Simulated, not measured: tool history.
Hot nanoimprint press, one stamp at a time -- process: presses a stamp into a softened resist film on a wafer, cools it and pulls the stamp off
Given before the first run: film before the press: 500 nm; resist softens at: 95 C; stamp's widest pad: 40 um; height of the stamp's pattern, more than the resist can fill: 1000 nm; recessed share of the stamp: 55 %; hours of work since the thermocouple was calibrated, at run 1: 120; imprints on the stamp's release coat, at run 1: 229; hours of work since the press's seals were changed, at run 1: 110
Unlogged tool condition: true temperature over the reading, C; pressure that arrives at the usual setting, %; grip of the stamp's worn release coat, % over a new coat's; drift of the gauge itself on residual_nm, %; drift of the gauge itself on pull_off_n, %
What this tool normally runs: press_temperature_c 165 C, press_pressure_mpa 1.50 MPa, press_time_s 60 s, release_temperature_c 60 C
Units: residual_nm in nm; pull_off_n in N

run,day,press_temperature_c,press_pressure_mpa,press_time_s,release_temperature_c,hours of work since the thermocouple was calibrated,imprints on the stamp's release coat,hours of work since the press's seals were changed,residual_nm,pull_off_n
1,0.000,165,1.50,60,60,120,229,110,234.1,239
2,1.679,165,1.50,60,60,145,421,135,233.3,246
3,3.142,165,1.50,60,60,167,588,157,236.3,261
4,4.067,165,1.50,60,60,181,694,170,233.6,274
5,5.046,165,1.50,60,60,195,806,185,233.6,269
6,6.454,165,1.50,60,60,216,967,206,230.6,274
7,7.696,165,1.50,52,60,234,1109,224,243.9,289
8,9.196,165,1.84,52,60,256,1281,246,219.7,289
# day 9.421: plate thermocouple calibrated
9,10.229,177,1.50,60,60,12,1385,259,129.2,294
# day 11.517: stamp cleaned and given a new release coat
10,12.392,177,1.50,60,60,40,100,288,129.3,231
# day 13.417: plate thermocouple calibrated, once more
11,13.608,162,1.50,60,60,3,225,304,273.0,252
12,15.271,165,1.50,60,60,27,416,328,239.3,260
13,16.625,165,1.50,60,60,47,570,348,240.9,264
14,17.417,165,1.50,60,60,59,661,360,234.6,262
15,19.179,165,1.50,60,46,85,862,386,235.1,380
16,20.071,171,1.67,60,46,98,964,399,167.9,381
17,21.238,156,1.03,60,60,116,1098,417,393.9,285
18,22.762,156,1.03,60,60,138,1272,439,389.1,288
19,23.879,156,1.03,60,60,155,1400,456,388.3,287
# day 24.929: stamp cleaned and given a new release coat
20,25.638,156,1.03,60,45,177,81,478,385.0,335
21,27.075,154,1.50,60,65,198,246,499,372.8,212
22,28.317,169,1.50,62,55,216,388,517,190.0,284
23,29.542,177,1.33,45,63,235,528,536,158.2,236
24,31.200,177,1.33,45,63,259,717,560,155.0,242
25,32.725,165,1.50,46,48,282,892,583,255.2,369
26,33.762,165,1.87,46,60,297,1010,598,231.4,273
27,35.258,154,1.50,60,64,319,1182,620,370.5,245
28,36.467,161,1.50,37,64,337,1320,638,322.3,257
29,37.379,154,1.50,103,67,350,1424,651,329.1,236

4 ways to go on from here, each from the tool as it stands after run 29. What would each give?
# day 38.217: stamp cleaned and given a new release coat
A,39.517,177,1.50,76,48,378,149,679,?,?
# day 38.217: stamp cleaned and given a new release coat
B,39.517,165,1.88,110,60,378,149,679,?,?
# day 38.217: stamp cleaned and given a new release coat
C,39.517,154,1.50,103,48,378,149,679,?,?
# day 38.217: stamp cleaned and given a new release coat
D,39.517,165,1.50,84,67,378,149,679,?,?

run,residual_nm,pull_off_n
A,119.4,318
B,164.7,236
C,323.3,319
D,206.2,193
With no hidden state in the tool, these same runs would have given:
run,residual_nm,pull_off_n
A,121.3,316
B,167.4,237
C,331.4,318
D,211.1,195
